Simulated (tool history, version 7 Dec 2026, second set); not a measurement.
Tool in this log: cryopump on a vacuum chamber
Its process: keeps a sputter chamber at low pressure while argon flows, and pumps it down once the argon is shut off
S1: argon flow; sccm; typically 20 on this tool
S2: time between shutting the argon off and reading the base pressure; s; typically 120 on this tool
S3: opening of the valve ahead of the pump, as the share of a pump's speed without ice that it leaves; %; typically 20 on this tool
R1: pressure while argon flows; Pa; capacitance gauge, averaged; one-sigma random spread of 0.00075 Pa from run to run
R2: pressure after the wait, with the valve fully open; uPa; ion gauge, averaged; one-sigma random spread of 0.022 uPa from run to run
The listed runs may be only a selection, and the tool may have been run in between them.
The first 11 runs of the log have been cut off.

| run | hour | S1 | S2 | S3 | R1 | R2 |
|---|---|---|---|---|---|---|
| 12 | 258.8 | 26 | 120 | 20 | 0.185 | 0.73 |
| 13 | 278 | 20 | 120 | 20 | 0.1452 | 0.69 |
| 14 | 299.3 | 20 | 120 | 20 | 0.1435 | 0.7 |
| 15 | 314 | 20 | 120 | 20 | 0.1435 | 0.72 |
| 16 | 339.8 | 20 | 120 | 20 | 0.1459 | 0.74 |
| 17 | 355.7 | 20 | 120 | 20 | 0.1462 | 0.74 |
| 18 | 389.8 | 21 | 62 | 28 | 0.1125 | 1.02 |
| 19 | 404.4 | 9 | 266 | 47 | 0.0305 | 0.64 |
| 20 | 423.1 | 9 | 266 | 47 | 0.0312 | 0.63 |
| 21 | 457.5 | 9 | 266 | 47 | 0.0312 | 0.67 |
| 22 | 480.4 | 11 | 98 | 20 | 0.0832 | 0.93 |
| 23 | 514 | 14 | 160 | 18 | 0.1171 | 0.87 |
|  | 533.4 | pump warmed up, emptied and cooled again |
| 24 | 553.9 | 20 | 120 | 50 | 0.0574 | 0.72 |
| 25 | 582.1 | 20 | 146 | 20 | 0.1404 | 0.71 |
| 26 | 600.8 | 11 | 22 | 41 | 0.0385 | 2.04 |
| 27 | 629.5 | 11 | 22 | 41 | 0.0391 | 2.07 |
| 28 | 652.7 | 27 | 77 | 30 | 0.1293 | 0.92 |
| 29 | 674 | 9 | 77 | 26 | 0.0498 | 0.95 |
| 30 | 708.4 | 20 | 34 | 20 | 0.1437 | 1.58 |
| 31 | 732.9 | 20 | 21 | 27 | 0.1096 | 2.18 |
| 32 | 748.4 | 20 | 21 | 27 | 0.1105 | 2.11 |
| 33 | 767.7 | 20 | 21 | 27 | 0.1091 | 2.26 |

Alternative continuations, all from the tool just after run 33; predict every row:
| A | 785.7 | 32 | 59 | 31 | ? | ? |
| B | 785.7 | 8 | 205 | 20 | ? | ? |
| C | 785.7 | 35 | 120 | 39 | ? | ? |

| run | R1 | R2 |
|---|---|---|
| A | 0.1556 | 1.2 |
| B | 0.0582 | 0.77 |
| C | 0.1391 | 0.91 |
What these runs would have given with no unlogged condition in the tool:
| run | R1 | R2 |
|---|---|---|
| A | 0.1444 | 0.82 |
| B | 0.0554 | 0.4 |
| C | 0.1269 | 0.54 |

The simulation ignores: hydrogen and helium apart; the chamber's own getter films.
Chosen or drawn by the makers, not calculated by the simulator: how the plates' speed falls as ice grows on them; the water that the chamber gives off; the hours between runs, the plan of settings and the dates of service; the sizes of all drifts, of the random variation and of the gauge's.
